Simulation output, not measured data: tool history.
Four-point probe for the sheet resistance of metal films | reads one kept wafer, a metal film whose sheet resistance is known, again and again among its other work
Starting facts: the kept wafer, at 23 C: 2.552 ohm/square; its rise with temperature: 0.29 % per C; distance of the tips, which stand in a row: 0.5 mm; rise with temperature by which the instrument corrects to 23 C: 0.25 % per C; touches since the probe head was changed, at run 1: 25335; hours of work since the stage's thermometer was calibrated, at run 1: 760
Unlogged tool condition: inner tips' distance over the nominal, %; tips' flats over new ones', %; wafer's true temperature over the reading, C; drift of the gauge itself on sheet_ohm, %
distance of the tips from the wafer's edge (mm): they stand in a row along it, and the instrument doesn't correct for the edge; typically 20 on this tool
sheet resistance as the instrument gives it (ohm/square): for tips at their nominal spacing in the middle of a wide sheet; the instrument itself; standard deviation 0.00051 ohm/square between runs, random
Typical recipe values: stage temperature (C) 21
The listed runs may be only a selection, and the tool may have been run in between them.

| run | hour | stage temperature (C) | distance of the tips from the wafer's edge (mm) | touches since the probe head was changed | hours of work since the stage's thermometer was calibrated | sheet resistance as the instrument gives it (ohm/square) |
|---|---|---|---|---|---|---|
| 1 | 0.0 | 21 | 20 | 25335 | 760 | 2.563173 |
| 2 | 130.8 | 21 | 20 | 29601 | 817 | 2.563259 |
| 3 | 240.3 | 21 | 20 | 33167 | 865 | 2.563785 |
| 4 | 363.8 | 21 | 29 | 37194 | 919 | 2.562571 |
| 5 | 485.6 | 21 | 29 | 41167 | 972 | 2.563684 |
| 6 | 583.0 | 26 | 12 | 44342 | 1014 | 2.568360 |
| 7 | 712.3 | 32 | 26 | 48555 | 1071 | 2.571934 |
|  | 721.6 | stage's thermometer calibrated |
| 8 | 817.5 | 28 | 20 | 51968 | 42 | 2.570470 |
| 9 | 908.2 | 21 | 21 | 54927 | 81 | 2.564519 |
|  | 1003.9 | stage's thermometer calibrated, once more |
| 10 | 1028.0 | 25 | 59 | 58816 | 11 | 2.561631 |

3 ways to go on from here, each from the tool as it stands after run 10. What would each give?
| A | 1104.6 | 25 | 35 | 61314 | 44 | ? |
| B | 1104.6 | 25 | 5 | 61314 | 44 | ? |
| C | 1104.6 | 22 | 25 | 61314 | 44 | ? |

| run | sheet resistance as the instrument gives it (ohm/square) |
|---|---|
| A | 2.560935 |
| B | 2.574943 |
| C | 2.559692 |
What these runs would have given with no unlogged condition in the tool:
| run | sheet resistance as the instrument gives it (ohm/square) |
|---|---|
| A | 2.553429 |
| B | 2.567400 |
| C | 2.552191 |
